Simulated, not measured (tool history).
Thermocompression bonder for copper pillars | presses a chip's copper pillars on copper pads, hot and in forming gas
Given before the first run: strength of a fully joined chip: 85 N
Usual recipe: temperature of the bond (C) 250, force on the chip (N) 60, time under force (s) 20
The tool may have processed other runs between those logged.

run    hour  temperature of the bond (C)  force on the chip (N)  time under force (s)  force that shears a chip off (N)
  1       0                          250                     60                    20                              29.1
  2    87.7                          224                     60                    20                              18.5
  3     161                          224                     60                    20                              18.3
  4   226.5                          250                     60                    45                              38.1
      244.8  -- forming gas filter changed
  5   311.1                          230                     60                    20                                20
  6   408.6                          250                     60                    57                              42.4
  7   454.4                          250                     60                    57                              41.3
  8   543.1                          250                     60                    57                                39
        581  -- forming gas filter changed
  9   617.9                          250                     60                    11                                21
 10   714.6                          250                     60                    20                              26.7
      720.2  -- force cell calibrated
 11   761.2                          250                     60                    20                              26.8
 12   839.4                          250                     60                    20                              26.3
 13   897.8                          250                     60                    30                              29.9
      914.2  -- forming gas filter changed
 14  1000.6                          250                     60                    30                              31.4
 15  1061.5                          250                     60                    30                                30
 16  1151.9                          250                     60                    30                              29.9
     1183.5  -- heater calibrated with a thermocouple chip
       1210  -- force cell calibrated, once more
 17  1239.1                          250                     60                    16                              29.5
     1254.1  -- forming gas filter changed
 18  1303.3                          250                     60                    16                              29.7
 19  1404.8                          230                     67                    10                              18.8
 20  1471.5                          270                     53                    58                              53.3
 21  1563.1                          270                     53                    58                              53.8
     1587.2  -- forming gas filter changed
 22  1636.6                          270                     53                    58                              54.7
 23  1724.8                          261                     42                    22                              31.3
 24  1791.4                          261                     42                    17                              27.7
 25  1891.6                          261                     42                    17                              26.3
       1924  -- forming gas filter changed
 26  1933.3                          253                     42                    17                              24.2
 27  2007.6                          253                     42                    17                              23.6
 28  2084.7                          253                     42                    17                              23.7
 29    2187                          253                     42                    17                              22.9
 30  2237.9                          263                     79                    10                              33.1
       2260  -- forming gas filter changed
 31    2303                          263                     79                    10                              31.3
 32  2378.4                          275                     60                    11                              33.5
 33  2471.3                          220                     46                    11                              10.8
 34  2553.6                          231                     46                    47                              25.9

Consider 3 possible next runs. They are alternatives, not a sequence: every one starts from the tool as it was left by run 34. What does each give?
     2591.5  -- forming gas filter changed
  A  2597.7                          266                     88                    20                                 ?
     2591.5  -- forming gas filter changed
  B  2597.7                          270                     60                    20                                 ?
     2591.5  -- forming gas filter changed
  C  2597.7                          234                     40                    40                                 ?

run  force that shears a chip off (N)
  A                              46.1
  B                              38.9
  C                              23.7
Without the tool's unlogged condition, the same runs would have read:
run  force that shears a chip off (N)
  A                              49.8
  B                              42.4
  C                              26.5

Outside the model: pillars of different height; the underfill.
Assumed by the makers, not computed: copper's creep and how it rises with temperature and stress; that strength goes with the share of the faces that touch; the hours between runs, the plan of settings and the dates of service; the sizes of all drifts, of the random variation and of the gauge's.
